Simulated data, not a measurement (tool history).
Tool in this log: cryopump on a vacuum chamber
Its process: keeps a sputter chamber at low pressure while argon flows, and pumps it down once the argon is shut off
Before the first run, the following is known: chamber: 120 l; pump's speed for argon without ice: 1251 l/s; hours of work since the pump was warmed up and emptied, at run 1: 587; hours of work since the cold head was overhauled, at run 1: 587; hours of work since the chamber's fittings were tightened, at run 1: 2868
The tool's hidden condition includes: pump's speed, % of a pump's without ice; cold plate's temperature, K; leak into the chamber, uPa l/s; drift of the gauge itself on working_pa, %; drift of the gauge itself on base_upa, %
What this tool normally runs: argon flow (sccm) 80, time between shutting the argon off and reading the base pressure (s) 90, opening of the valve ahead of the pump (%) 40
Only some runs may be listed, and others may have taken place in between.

run	hour	argon flow (sccm)	time between shutting the argon off and reading the base pressure (s)	opening of the valve ahead of the pump (%)	hours of work since the pump was warmed up and emptied	hours of work since the cold head was overhauled	hours of work since the chamber's fittings were tightened	pressure while argon flows (Pa)	pressure after the wait (uPa)
1	0	80	90	40	587	587	2868	0.2918	1.87
2	32.7	156	90	40	612	612	2893	0.5719	1.93
3	66.8	80	90	40	639	639	2920	0.2936	1.95
4	106.9	36	90	40	670	670	2951	0.1325	1.98
5	141.1	139	90	40	697	697	2978	0.5133	1.98
6	177.5	80	90	40	725	725	3006	0.2946	2.02
7	220.9	32	90	40	759	759	3040	0.1188	2.06
8	251.4	32	90	40	783	783	3064	0.1198	2.05
9	296.1	32	90	40	818	818	3099	0.1206	2.08
10	327	38	90	40	842	842	3123	0.1431	2.07
11	351.3	38	90	40	861	861	3142	0.1436	2.11
12	373.5	80	90	40	879	879	3160	0.3039	2.12
13	419.9	80	72	40	915	915	3196	0.3064	2.32
14	459.5	80	72	40	946	946	3227	0.3062	2.29
15	506.2	44	90	40	982	982	3263	0.169	2.19
16	552.1	80	90	40	1018	1018	3299	0.3091	2.3
17	598.5	80	90	40	1054	1054	3335	0.3141	2.4
18	646	80	90	40	1092	1092	3372	0.3139	2.39
19	676.8	80	35	38	1116	1116	3397	0.3307	2.92
20	720	87	146	18	1149	1149	3430	0.7081	2.29
# hour 741.6: leaking fittings of the chamber tightened, without venting
21	757.5	119	63	25	1177	1177	12	0.716	0.96
# hour 778.9: pump warmed up, emptied and cooled again
22	788.1	119	251	52	7	1197	32	0.3118	0.45
23	830.7	45	157	45	41	1230	66	0.1363	0.55
24	871.7	65	243	52	72	1262	98	0.1713	0.45
25	916	140	36	52	107	1297	132	0.372	1.35
26	944.3	140	36	52	129	1319	154	0.3725	1.43
27	985.1	131	78	15	161	1351	186	1.1881	0.82
28	1014	58	180	51	184	1374	209	0.1593	0.52
29	1035.3	75	42	37	200	1390	226	0.2787	1.25
30	1079.4	121	90	21	235	1425	260	0.7867	0.77
31	1128.8	109	26	44	273	1463	299	0.3504	1.88
32	1166.4	109	26	44	303	1493	328	0.3506	1.8
33	1196.8	109	26	44	327	1516	352	0.35	1.87
34	1226.6	55	26	44	350	1540	375	0.1757	1.9
35	1247.3	34	246	35	366	1556	391	0.1373	0.55

Below, each run's measurement less what the same run would have read without the hidden state. Both values contain the same run-to-run variation, but the gauge's scatter may not be the same in both:
run	pressure while argon flows (Pa)	pressure after the wait (uPa)
1	+0.0211	+1.21
2	+0.0432	+1.27
3	+0.0232	+1.27
4	+0.011	+1.32
5	+0.044	+1.31
6	+0.0265	+1.34
7	+0.0112	+1.39
8	+0.0117	+1.39
9	+0.0122	+1.43
10	+0.0151	+1.44
11	+0.0154	+1.46
12	+0.0333	+1.45
13	+0.0354	+1.54
14	+0.0367	+1.54
15	+0.0212	+1.58
16	+0.0403	+1.64
17	+0.0426	+1.71
18	+0.0443	+1.73
19	+0.0457	+1.67
20	+0.0518	+1.78
21	+0.073	+0.14
22	+0.0031	+0.03
23	+0.0017	+0.05
24	+0.0032	+0.06
25	+0.0086	+0.07
26	+0.0097	+0.09
27	+0.0107	+0.1
28	+0.0053	+0.11
29	+0.0074	+0.12
30	+0.0135	+0.13
31	+0.014	+0.15
32	+0.0154	+0.17
33	+0.0164	+0.17
34	+0.0088	+0.19
35	+0.0057	+0.2

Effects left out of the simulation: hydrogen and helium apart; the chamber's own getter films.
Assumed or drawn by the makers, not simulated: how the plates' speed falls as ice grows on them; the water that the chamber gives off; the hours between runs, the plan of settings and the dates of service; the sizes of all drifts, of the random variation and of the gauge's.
